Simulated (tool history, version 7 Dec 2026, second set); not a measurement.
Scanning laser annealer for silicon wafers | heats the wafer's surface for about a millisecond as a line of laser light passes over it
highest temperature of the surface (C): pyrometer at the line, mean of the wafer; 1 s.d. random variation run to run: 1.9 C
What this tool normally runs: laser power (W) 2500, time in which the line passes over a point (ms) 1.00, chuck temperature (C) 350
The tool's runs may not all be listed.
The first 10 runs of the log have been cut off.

run,hour,laser power (W),time in which the line passes over a point (ms),chuck temperature (C),highest temperature of the surface (C)
11,94.0,2179,1.00,350,1048
12,103.4,2162,1.00,350,1040
13,115.6,2162,1.00,350,1040
14,124.8,2162,1.00,350,1040
15,136.6,2162,1.00,350,1040
# hour 148.6: window over the wafer cleaned
16,150.2,2162,1.00,350,1059
17,160.4,2162,1.00,350,1059
18,171.9,2162,0.98,345,1045
19,179.8,2641,0.74,352,1109
20,192.6,2588,1.23,327,1294
21,200.6,2500,0.73,350,1057
22,210.3,2661,1.00,351,1246
23,219.3,2661,1.00,351,1238
24,228.1,2661,1.00,351,1243
25,236.1,2500,0.90,350,1138
26,246.9,2500,0.90,350,1134
27,259.4,2500,0.90,350,1135
28,269.1,2500,0.90,350,1136
29,277.3,2500,0.90,350,1136
30,284.2,2500,0.90,350,1137
31,293.5,2500,0.97,372,1192
32,303.9,2376,1.25,341,1219
33,310.9,2500,1.00,350,1180

3 options for the next run, each taken on its own from the tool as it stands now. Forecast them:
A,316.9,2257,0.80,316,?
B,316.9,2518,0.82,350,?
C,316.9,2288,0.82,388,?

run,highest temperature of the surface (C)
A,976
B,1103
C,1064
With the hidden condition removed and each run's random variation left untouched, the same runs would have given:
run,highest temperature of the surface (C)
A,979
B,1108
C,1068
